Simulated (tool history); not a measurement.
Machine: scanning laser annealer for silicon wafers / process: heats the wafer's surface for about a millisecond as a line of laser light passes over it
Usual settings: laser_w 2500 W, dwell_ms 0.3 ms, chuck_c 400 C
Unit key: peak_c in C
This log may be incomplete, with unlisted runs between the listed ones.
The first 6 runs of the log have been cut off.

| run | day | laser_w | dwell_ms | chuck_c | hours of work since the window was cleaned | hours of work since the power meter was calibrated | hours of work since the optics were aligned | peak_c |
|---|---|---|---|---|---|---|---|---|
| 7 | 3.304 | 2409 | 0.3 | 400 | 320 | 281 | 353 | 1104 |
| 8 | 3.7 | 2409 | 0.3 | 400 | 327 | 287 | 359 | 1104 |
| 9 | 4.433 | 2409 | 0.3 | 400 | 338 | 298 | 370 | 1107 |
| 10 | 5.217 | 2409 | 0.3 | 400 | 350 | 310 | 382 | 1107 |
| 11 | 5.883 | 2409 | 0.3 | 400 | 361 | 321 | 393 | 1102 |
| 12 | 6.262 | 2409 | 0.3 | 400 | 366 | 327 | 399 | 1102 |
| 13 | 6.975 | 2500 | 0.284 | 400 | 377 | 338 | 410 | 1109 |
| 14 | 7.504 | 2500 | 0.269 | 400 | 386 | 346 | 418 | 1093 |
| 15 | 8.129 | 2500 | 0.269 | 400 | 395 | 356 | 428 | 1093 |
| 16 | 8.929 | 2500 | 0.3 | 400 | 408 | 368 | 440 | 1126 |
| 17 | 9.696 | 2710 | 0.3 | 400 | 420 | 380 | 452 | 1185 |
| 18 | 10.292 | 2710 | 0.3 | 400 | 429 | 389 | 461 | 1180 |
| 19 | 10.904 | 2580 | 0.3 | 400 | 439 | 399 | 471 | 1143 |
| 20 | 11.621 | 2500 | 0.217 | 400 | 450 | 410 | 482 | 1030 |
| 21 | 12.075 | 2500 | 0.217 | 400 | 457 | 417 | 489 | 1031 |

Estimate the outcome of run 22 from the log above:
| 22 | 12.758 | 2256 | 0.306 | 439 | 467 | 428 | 500 | ? |

Run 22 gave peak_c 1098 C.
Were there no unlogged condition in the tool, this run, its random variation unchanged, would have produced peak_c 1134 C.
